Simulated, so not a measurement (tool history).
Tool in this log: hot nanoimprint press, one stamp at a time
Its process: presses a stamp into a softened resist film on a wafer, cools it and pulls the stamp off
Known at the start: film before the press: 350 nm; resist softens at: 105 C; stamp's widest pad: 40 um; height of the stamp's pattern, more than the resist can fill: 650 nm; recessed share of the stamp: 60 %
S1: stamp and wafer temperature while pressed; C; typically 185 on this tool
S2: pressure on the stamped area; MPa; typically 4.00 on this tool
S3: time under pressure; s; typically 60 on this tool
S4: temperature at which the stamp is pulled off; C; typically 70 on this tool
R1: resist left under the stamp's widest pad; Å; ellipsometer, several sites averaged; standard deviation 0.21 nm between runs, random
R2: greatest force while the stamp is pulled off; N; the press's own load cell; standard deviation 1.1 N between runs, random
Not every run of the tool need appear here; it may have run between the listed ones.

run 1 day=0.000 | S1=185 S2=4.00 S3=60 S4=70 | R1=1556 R2=232
run 2 day=0.688 | S1=185 S2=4.00 S3=32 S4=70 | R1=1941 R2=229
run 3 day=1.429 | S1=185 S2=4.00 S3=32 S4=60 | R1=1937 R2=244
run 4 day=1.983 | S1=185 S2=4.00 S3=32 S4=60 | R1=1940 R2=243
run 5 day=2.488 | S1=185 S2=4.00 S3=60 S4=70 | R1=1565 R2=231
run 6 day=3.146 | S1=195 S2=4.00 S3=60 S4=70 | R1=1207 R2=232
run 7 day=3.762 | S1=185 S2=4.00 S3=60 S4=70 | R1=1571 R2=231
run 8 day=4.062 | S1=185 S2=4.00 S3=60 S4=70 | R1=1576 R2=231
run 9 day=4.438 | S1=185 S2=4.00 S3=60 S4=70 | R1=1569 R2=231
run 10 day=4.862 | S1=185 S2=4.00 S3=60 S4=70 | R1=1576 R2=230
run 11 day=5.225 | S1=185 S2=4.00 S3=60 S4=70 | R1=1580 R2=231
run 12 day=5.842 | S1=185 S2=4.00 S3=60 S4=70 | R1=1578 R2=230
run 13 day=6.508 | S1=185 S2=4.00 S3=60 S4=70 | R1=1583 R2=231
run 14 day=6.904 | S1=185 S2=4.00 S3=60 S4=70 | R1=1581 R2=229
run 15 day=7.546 | S1=185 S2=4.00 S3=60 S4=70 | R1=1588 R2=231
run 16 day=8.029 | S1=185 S2=4.00 S3=60 S4=70 | R1=1588 R2=231
run 17 day=8.692 | S1=185 S2=4.07 S3=55 S4=61 | R1=1630 R2=241
run 18 day=9.238 | S1=185 S2=4.00 S3=60 S4=63 | R1=1591 R2=241
-- day=9.492 gauge calibrated
run 19 day=9.862 | S1=180 S2=2.61 S3=60 S4=66 | R1=2136 R2=234
run 20 day=10.175 | S1=185 S2=2.63 S3=81 S4=66 | R1=1711 R2=239
run 21 day=10.775 | S1=185 S2=2.63 S3=81 S4=66 | R1=1714 R2=235
run 22 day=11.125 | S1=185 S2=2.63 S3=81 S4=66 | R1=1712 R2=236

The next listed run, before its measurement:
run 23 day=11.667 | S1=185 S2=2.63 S3=81 S4=66 | R1=? R2=?

{"run 23": {"R1": 1716, "R2": 235}}
Minus the tool's unlogged condition, the same run would have read R1 1707 Å, R2 235 N.
